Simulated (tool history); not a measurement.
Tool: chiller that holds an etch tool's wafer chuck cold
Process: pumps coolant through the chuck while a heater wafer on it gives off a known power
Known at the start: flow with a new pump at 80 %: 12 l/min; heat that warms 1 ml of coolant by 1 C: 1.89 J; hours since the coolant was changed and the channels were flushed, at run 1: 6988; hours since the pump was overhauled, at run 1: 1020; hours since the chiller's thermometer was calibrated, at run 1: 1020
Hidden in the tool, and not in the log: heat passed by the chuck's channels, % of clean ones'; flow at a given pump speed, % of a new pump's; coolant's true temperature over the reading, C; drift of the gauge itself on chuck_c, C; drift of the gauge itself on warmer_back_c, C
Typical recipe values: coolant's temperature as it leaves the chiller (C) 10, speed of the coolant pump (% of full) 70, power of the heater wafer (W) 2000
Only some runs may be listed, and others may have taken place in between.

run    hour  coolant's temperature as it leaves the chiller (C)  speed of the coolant pump (% of full)  power of the heater wafer (W)  hours since the coolant was changed and the channels were flushed  hours since the pump was overhauled  hours since the chiller's thermometer was calibrated  chuck's temperature once it has settled (C)  how much warmer the coolant comes back (C)
  1     0.0                                                  10                                     70                           2000                                                               6988                                 1020                                                  1020                                         27.0                                        6.25
  2   192.1                                                  10                                     70                           2000                                                               7180                                 1212                                                  1212                                         27.0                                        6.33
  3   375.3                                                  10                                     70                           2000                                                               7364                                 1395                                                  1395                                         27.5                                        6.38
  4   492.9                                                  10                                     70                           2000                                                               7481                                 1513                                                  1513                                         27.4                                        6.26
  5   616.0                                                  10                                     63                           2000                                                               7604                                 1636                                                  1636                                         29.2                                        7.00
  6   734.1                                                  10                                     63                           2000                                                               7722                                 1754                                                  1754                                         29.2                                        7.02
      814.5  -- coolant changed, channels flushed
  7   887.3                                                  10                                     63                           2000                                                                 73                                 1901                                                  1901                                         26.4                                        7.18
  8  1077.1                                                  10                                     63                           2000                                                                263                                 2091                                                  2091                                         26.5                                        7.15
  9  1244.1                                                  13                                     88                           2522                                                                430                                 2258                                                  2258                                         29.0                                        6.40
 10  1391.7                                                  13                                     88                           2522                                                                577                                 2406                                                  2406                                         28.9                                        6.37
     1519.6  -- chiller's thermometer calibrated
 11  1581.5                                                  14                                     62                           1980                                                                766                                 2594                                                    62                                         30.8                                        7.29
 12  1788.8                                                  10                                     85                           1662                                                                973                                 2802                                                   269                                         21.0                                        4.38
 13  1964.6                                                  10                                     85                           1117                                                               1149                                 2978                                                   445                                         17.4                                        2.99
 14  2155.6                                                  10                                     94                           1117                                                               1340                                 3169                                                   636                                         16.8                                        2.73

3 ways to go on from here, each from the tool as it stands after run 14. What would each give?
  A  2299.2                                                   8                                    100                           1909                                                               1484                                 3312                                                   780                                            ?                                           ?
  B  2299.2                                                   9                                     94                           1117                                                               1484                                 3312                                                   780                                            ?                                           ?
  C  2299.2                                                   4                                     70                           2891                                                               1484                                 3312                                                   780                                            ?                                           ?

run  chuck's temperature once it has settled (C)  how much warmer the coolant comes back (C)
  A                                         19.2                                        4.25
  B                                         15.8                                        2.68
  C                                         26.7                                        9.53
Stripped of hidden state, with their random variation kept, the same runs would have yielded:
run  chuck's temperature once it has settled (C)  how much warmer the coolant comes back (C)
  A                                         18.2                                        3.93
  B                                         15.2                                        2.48
  C                                         24.7                                        8.81

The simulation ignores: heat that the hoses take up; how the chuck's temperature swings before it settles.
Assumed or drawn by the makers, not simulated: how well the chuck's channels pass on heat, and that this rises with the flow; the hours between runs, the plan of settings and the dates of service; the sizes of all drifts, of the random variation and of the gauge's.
